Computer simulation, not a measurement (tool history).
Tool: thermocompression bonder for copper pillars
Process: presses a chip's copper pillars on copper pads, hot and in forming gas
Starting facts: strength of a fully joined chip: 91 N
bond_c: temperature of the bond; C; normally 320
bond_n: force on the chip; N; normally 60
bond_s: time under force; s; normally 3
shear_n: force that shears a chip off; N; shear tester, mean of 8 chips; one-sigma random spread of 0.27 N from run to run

| run | hour | bond_c | bond_n | bond_s | shear_n |
|---|---|---|---|---|---|
| 1 | 0.0 | 320 | 60 | 3 | 37.0 |
| 2 | 6.0 | 320 | 60 | 3 | 36.5 |
| 3 | 14.8 | 320 | 60 | 3 | 36.7 |
| 4 | 24.2 | 320 | 60 | 5 | 44.2 |
| 5 | 31.2 | 320 | 60 | 5 | 44.2 |
| 6 | 37.1 | 310 | 71 | 3 | 39.5 |
| 7 | 41.5 | 320 | 60 | 8 | 51.7 |
| 8 | 45.9 | 320 | 60 | 8 | 52.0 |
| 9 | 56.0 | 320 | 60 | 8 | 51.9 |
| 10 | 61.7 | 320 | 60 | 3 | 36.9 |

Here are 4 independent what-if runs from the current tool condition. What would each one return?
| A | 67.8 | 320 | 64 | 3 | ? |
| B | 67.8 | 327 | 61 | 3 | ? |
| C | 67.8 | 320 | 50 | 3 | ? |
| D | 67.8 | 331 | 60 | 3 | ? |

| run | shear_n |
|---|---|
| A | 38.6 |
| B | 39.2 |
| C | 30.9 |
| D | 39.9 |
What these runs would have given with no unlogged condition in the tool:
| run | shear_n |
|---|---|
| A | 38.5 |
| B | 39.1 |
| C | 30.7 |
| D | 39.8 |

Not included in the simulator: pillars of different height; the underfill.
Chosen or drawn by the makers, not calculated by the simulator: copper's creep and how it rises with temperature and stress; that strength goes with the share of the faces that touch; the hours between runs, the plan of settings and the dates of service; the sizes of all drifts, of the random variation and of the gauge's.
